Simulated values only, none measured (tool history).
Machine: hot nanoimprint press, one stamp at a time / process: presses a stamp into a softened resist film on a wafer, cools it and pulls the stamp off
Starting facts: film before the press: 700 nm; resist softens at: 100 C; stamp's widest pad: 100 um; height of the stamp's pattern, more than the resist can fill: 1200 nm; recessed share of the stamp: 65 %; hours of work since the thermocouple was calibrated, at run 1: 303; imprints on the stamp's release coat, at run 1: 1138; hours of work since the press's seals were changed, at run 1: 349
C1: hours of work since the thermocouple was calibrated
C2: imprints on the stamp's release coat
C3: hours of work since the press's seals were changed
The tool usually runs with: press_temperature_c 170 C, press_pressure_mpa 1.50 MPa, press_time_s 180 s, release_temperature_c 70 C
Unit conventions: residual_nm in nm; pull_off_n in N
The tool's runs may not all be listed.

{"run": 1, "hour": 0.0, "press_temperature_c": 170, "press_pressure_mpa": 1.5, "press_time_s": 180, "release_temperature_c": 70, "C1": 303, "C2": 1138, "C3": 349, "residual_nm": 366.4, "pull_off_n": 218}
{"hour": 28.4, "done": "stamp cleaned and given a new release coat"}
{"run": 2, "hour": 48.2, "press_temperature_c": 170, "press_pressure_mpa": 1.5, "press_time_s": 180, "release_temperature_c": 70, "C1": 331, "C2": 88, "C3": 378, "residual_nm": 366.6, "pull_off_n": 170}
{"run": 3, "hour": 85.3, "press_temperature_c": 170, "press_pressure_mpa": 1.5, "press_time_s": 211, "release_temperature_c": 70, "C1": 356, "C2": 253, "C3": 403, "residual_nm": 348.0, "pull_off_n": 179}
{"run": 4, "hour": 123.4, "press_temperature_c": 170, "press_pressure_mpa": 1.5, "press_time_s": 211, "release_temperature_c": 70, "C1": 382, "C2": 422, "C3": 428, "residual_nm": 349.7, "pull_off_n": 187}
{"run": 5, "hour": 155.5, "press_temperature_c": 170, "press_pressure_mpa": 1.5, "press_time_s": 180, "release_temperature_c": 70, "C1": 403, "C2": 564, "C3": 450, "residual_nm": 370.9, "pull_off_n": 198}
{"run": 6, "hour": 184.3, "press_temperature_c": 170, "press_pressure_mpa": 1.5, "press_time_s": 180, "release_temperature_c": 70, "C1": 423, "C2": 692, "C3": 470, "residual_nm": 379.6, "pull_off_n": 201}
{"run": 7, "hour": 220.3, "press_temperature_c": 170, "press_pressure_mpa": 1.5, "press_time_s": 180, "release_temperature_c": 70, "C1": 447, "C2": 852, "C3": 494, "residual_nm": 379.0, "pull_off_n": 209}
{"run": 8, "hour": 253.0, "press_temperature_c": 170, "press_pressure_mpa": 1.5, "press_time_s": 180, "release_temperature_c": 70, "C1": 469, "C2": 997, "C3": 516, "residual_nm": 376.5, "pull_off_n": 219}
{"run": 9, "hour": 275.7, "press_temperature_c": 170, "press_pressure_mpa": 1.5, "press_time_s": 180, "release_temperature_c": 70, "C1": 484, "C2": 1098, "C3": 531, "residual_nm": 379.3, "pull_off_n": 219}
{"run": 10, "hour": 304.2, "press_temperature_c": 170, "press_pressure_mpa": 1.5, "press_time_s": 180, "release_temperature_c": 70, "C1": 504, "C2": 1224, "C3": 550, "residual_nm": 380.3, "pull_off_n": 224}
{"hour": 313.4, "done": "stamp cleaned and given a new release coat"}
{"hour": 328.6, "done": "press's hydraulic seals changed and the load cell set to zero"}
{"run": 11, "hour": 363.4, "press_temperature_c": 170, "press_pressure_mpa": 1.5, "press_time_s": 180, "release_temperature_c": 70, "C1": 534, "C2": 186, "C3": 23, "residual_nm": 381.5, "pull_off_n": 183}
{"run": 12, "hour": 400.9, "press_temperature_c": 170, "press_pressure_mpa": 1.5, "press_time_s": 180, "release_temperature_c": 70, "C1": 559, "C2": 352, "C3": 49, "residual_nm": 382.0, "pull_off_n": 187}
{"hour": 443.4, "done": "plate thermocouple calibrated"}
{"run": 13, "hour": 454.4, "press_temperature_c": 168, "press_pressure_mpa": 1.5, "press_time_s": 180, "release_temperature_c": 70, "C1": 7, "C2": 576, "C3": 83, "residual_nm": 419.2, "pull_off_n": 209}
{"run": 14, "hour": 494.9, "press_temperature_c": 168, "press_pressure_mpa": 1.5, "press_time_s": 180, "release_temperature_c": 70, "C1": 35, "C2": 756, "C3": 110, "residual_nm": 421.9, "pull_off_n": 196}
{"run": 15, "hour": 538.0, "press_temperature_c": 163, "press_pressure_mpa": 1.5, "press_time_s": 180, "release_temperature_c": 70, "C1": 64, "C2": 947, "C3": 139, "residual_nm": 510.4, "pull_off_n": 223}
{"run": 16, "hour": 560.9, "press_temperature_c": 163, "press_pressure_mpa": 1.5, "press_time_s": 180, "release_temperature_c": 70, "C1": 79, "C2": 1049, "C3": 155, "residual_nm": 510.1, "pull_off_n": 227}
{"run": 17, "hour": 586.2, "press_temperature_c": 170, "press_pressure_mpa": 1.23, "press_time_s": 180, "release_temperature_c": 70, "C1": 96, "C2": 1162, "C3": 172, "residual_nm": 424.4, "pull_off_n": 239}
{"hour": 610.5, "done": "stamp cleaned and given a new release coat"}
{"run": 18, "hour": 639.5, "press_temperature_c": 170, "press_pressure_mpa": 1.36, "press_time_s": 115, "release_temperature_c": 58, "C1": 128, "C2": 128, "C3": 204, "residual_nm": 466.1, "pull_off_n": 217}
{"run": 19, "hour": 684.6, "press_temperature_c": 170, "press_pressure_mpa": 1.74, "press_time_s": 115, "release_temperature_c": 58, "C1": 159, "C2": 329, "C3": 234, "residual_nm": 438.4, "pull_off_n": 229}
{"run": 20, "hour": 710.6, "press_temperature_c": 178, "press_pressure_mpa": 1.09, "press_time_s": 143, "release_temperature_c": 77, "C1": 176, "C2": 444, "C3": 252, "residual_nm": 361.1, "pull_off_n": 167}
{"hour": 748.5, "done": "plate thermocouple calibrated, once more"}
{"run": 21, "hour": 762.2, "press_temperature_c": 164, "press_pressure_mpa": 1.22, "press_time_s": 340, "release_temperature_c": 69, "C1": 9, "C2": 660, "C3": 284, "residual_nm": 389.6, "pull_off_n": 193}
{"run": 22, "hour": 788.5, "press_temperature_c": 170, "press_pressure_mpa": 1.81, "press_time_s": 180, "release_temperature_c": 68, "C1": 27, "C2": 777, "C3": 302, "residual_nm": 324.6, "pull_off_n": 204}
{"run": 23, "hour": 837.4, "press_temperature_c": 170, "press_pressure_mpa": 1.81, "press_time_s": 180, "release_temperature_c": 68, "C1": 60, "C2": 993, "C3": 335, "residual_nm": 320.1, "pull_off_n": 218}
{"run": 24, "hour": 866.8, "press_temperature_c": 170, "press_pressure_mpa": 1.5, "press_time_s": 168, "release_temperature_c": 75, "C1": 80, "C2": 1124, "C3": 355, "residual_nm": 355.9, "pull_off_n": 195}
{"hour": 900.9, "done": "stamp cleaned and given a new release coat"}
{"run": 25, "hour": 912.1, "press_temperature_c": 170, "press_pressure_mpa": 1.5, "press_time_s": 168, "release_temperature_c": 75, "C1": 106, "C2": 49, "C3": 381, "residual_nm": 361.2, "pull_off_n": 150}
{"run": 26, "hour": 958.7, "press_temperature_c": 170, "press_pressure_mpa": 1.5, "press_time_s": 193, "release_temperature_c": 75, "C1": 138, "C2": 256, "C3": 413, "residual_nm": 346.3, "pull_off_n": 156}
{"run": 27, "hour": 1006.5, "press_temperature_c": 170, "press_pressure_mpa": 1.5, "press_time_s": 193, "release_temperature_c": 75, "C1": 170, "C2": 468, "C3": 445, "residual_nm": 349.4, "pull_off_n": 165}
{"run": 28, "hour": 1027.4, "press_temperature_c": 180, "press_pressure_mpa": 1.36, "press_time_s": 193, "release_temperature_c": 77, "C1": 184, "C2": 561, "C3": 459, "residual_nm": 235.7, "pull_off_n": 168}
{"run": 29, "hour": 1053.8, "press_temperature_c": 178, "press_pressure_mpa": 1.15, "press_time_s": 111, "release_temperature_c": 62, "C1": 202, "C2": 678, "C3": 477, "residual_nm": 343.4, "pull_off_n": 219}

Alternative continuations, all from the tool just after run 29; predict every row:
{"run": "A", "hour": 1095.2, "press_temperature_c": 170, "press_pressure_mpa": 2.15, "press_time_s": 180, "release_temperature_c": 72, "C1": 230, "C2": 862, "C3": 505, "residual_nm": "?", "pull_off_n": "?"}
{"run": "B", "hour": 1095.2, "press_temperature_c": 163, "press_pressure_mpa": 1.66, "press_time_s": 176, "release_temperature_c": 70, "C1": 230, "C2": 862, "C3": 505, "residual_nm": "?", "pull_off_n": "?"}
{"run": "C", "hour": 1095.2, "press_temperature_c": 178, "press_pressure_mpa": 1.15, "press_time_s": 111, "release_temperature_c": 63, "C1": 230, "C2": 862, "C3": 505, "residual_nm": "?", "pull_off_n": "?"}
{"run": "D", "hour": 1095.2, "press_temperature_c": 178, "press_pressure_mpa": 1.41, "press_time_s": 111, "release_temperature_c": 62, "C1": 230, "C2": 862, "C3": 505, "residual_nm": "?", "pull_off_n": "?"}

run=A residual_nm=314.2 pull_off_n=198
run=B residual_nm=464.8 pull_off_n=209
run=C residual_nm=345.5 pull_off_n=229
run=D residual_nm=320.3 pull_off_n=235
Stripped of hidden state, with their random variation kept, the same runs would have yielded:
run=A residual_nm=292.1 pull_off_n=155
run=B residual_nm=440.2 pull_off_n=164
run=C residual_nm=327.5 pull_off_n=180
run=D residual_nm=302.1 pull_off_n=185
